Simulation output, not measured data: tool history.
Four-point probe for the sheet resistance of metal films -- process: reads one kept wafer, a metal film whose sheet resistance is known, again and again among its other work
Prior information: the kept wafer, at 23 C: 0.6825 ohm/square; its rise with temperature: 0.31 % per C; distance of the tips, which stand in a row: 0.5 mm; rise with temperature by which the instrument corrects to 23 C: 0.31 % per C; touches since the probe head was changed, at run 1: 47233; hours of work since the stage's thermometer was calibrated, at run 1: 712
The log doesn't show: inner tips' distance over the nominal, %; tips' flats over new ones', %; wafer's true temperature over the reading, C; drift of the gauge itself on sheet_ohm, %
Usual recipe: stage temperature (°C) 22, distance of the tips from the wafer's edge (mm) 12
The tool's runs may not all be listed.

run      day  stage temperature (°C)  distance of the tips from the wafer's edge (mm)  touches since the probe head was changed  hours of work since the stage's thermometer was calibrated  sheet resistance as the instrument gives it (ohm/square)
  1    0.000                      22                                               12                                     47233                                                         712                                                  0.682339
  2    4.521                      29                                               12                                     50002                                                         758                                                  0.682114
  3    7.417                      29                                               12                                     51775                                                         787                                                  0.681761
  4   10.275                      29                                               12                                     53527                                                         816                                                  0.682053
  5   12.833                      29                                               12                                     55095                                                         842                                                  0.682223
  6   17.767                      22                                               12                                     58115                                                         892                                                  0.682173
  7   21.083                      22                                               12                                     60147                                                         925                                                  0.682181
  8   24.050                      22                                               12                                     61964                                                         955                                                  0.682073
  9   27.808                      22                                               12                                     64268                                                         993                                                  0.682124
 10   30.092                      22                                               12                                     65665                                                        1016                                                  0.681848
 11   35.146                      22                                               12                                     68762                                                        1067                                                  0.681904
 12   39.738                      22                                               12                                     71576                                                        1114                                                  0.682025
 13   42.433                      22                                               12                                     73227                                                        1141                                                  0.681967
 14   46.650                      22                                               12                                     75808                                                        1184                                                  0.681987
 15   49.346                      22                                               16                                     77462                                                        1211                                                  0.681633
 16   51.862                      32                                               16                                     79001                                                        1236                                                  0.681329
 17   56.538                      32                                               16                                     81866                                                        1284                                                  0.681309
 18   59.925                      32                                               16                                     83942                                                        1318                                                  0.681356
 19   65.308                      22                                               12                                     87239                                                        1372                                                  0.681747
 20   70.550                      22                                               12                                     90449                                                        1425                                                  0.681625
 21   73.742                      22                                               12                                     92406                                                        1458                                                  0.681837
 22   76.854                      22                                               12                                     94310                                                        1489                                                  0.681680
 23   80.188                      22                                               12                                     96353                                                        1523                                                  0.681394
 24   83.612                      21                                               12                                     98450                                                        1557                                                  0.681713
 25   87.962                      21                                               10                                    101116                                                        1601                                                  0.681937
 26   91.162                      19                                               12                                    103075                                                        1634                                                  0.681764
 27   95.796                      19                                               12                                    105916                                                        1681                                                  0.681755
 28   99.417                      33                                               29                                    108132                                                        1717                                                  0.680808
 29  102.971                      19                                               12                                    110310                                                        1753                                                  0.681620
 30  107.633                      19                                               12                                    113166                                                        1800                                                  0.681702
 31  110.133                      19                                               12                                    114697                                                        1825                                                  0.681593
 32  113.054                      22                                               25                                    116487                                                        1855                                                  0.680997
 33  116.933                      22                                               31                                    118863                                                        1894                                                  0.681018
 34  121.538                      31                                                8                                    121683                                                        1941                                                  0.681770
 35  126.567                      29                                               40                                    124763                                                        1992                                                  0.680428
 36  131.092                      21                                               40                                    127536                                                        2037                                                  0.680698
 37  133.325                      21                                               40                                    128902                                                        2060                                                  0.680469
 38  138.262                      21                                               40                                    131927                                                        2110                                                  0.680786
 39  143.029                      20                                                4                                    134849                                                        2158                                                  0.686592
 40  145.554                      20                                                4                                    136395                                                        2184                                                  0.686402
 41  150.071                      20                                                4                                    139163                                                        2229                                                  0.686170
 42  154.112                      23                                               13                                    141639                                                        2270                                                  0.681038
 43  156.767                      28                                               12                                    143264                                                        2297                                                  0.680880
 44  161.425                      28                                               12                                    146118                                                        2344                                                  0.680874
 45  164.908                      19                                               29                                    148250                                                        2379                                                  0.680511

Consider 4 possible next runs. They are alternatives, not a sequence: every one starts from the tool as it was left by run 45. What does each give?
  A  169.054                      19                                                5                                    150790                                                        2421                                                         ?
  B  169.054                      27                                               29                                    150790                                                        2421                                                         ?
  C  169.054                      19                                               35                                    150790                                                        2421                                                         ?
  D  169.054                      24                                                6                                    150790                                                        2421                                                         ?

run  sheet resistance as the instrument gives it (ohm/square)
  A                                                  0.684137
  B                                                  0.680243
  C                                                  0.680705
  D                                                  0.682852
With no hidden state in the tool, these same runs would have given:
run  sheet resistance as the instrument gives it (ohm/square)
  A                                                  0.686261
  B                                                  0.682391
  C                                                  0.682819
  D                                                  0.684995
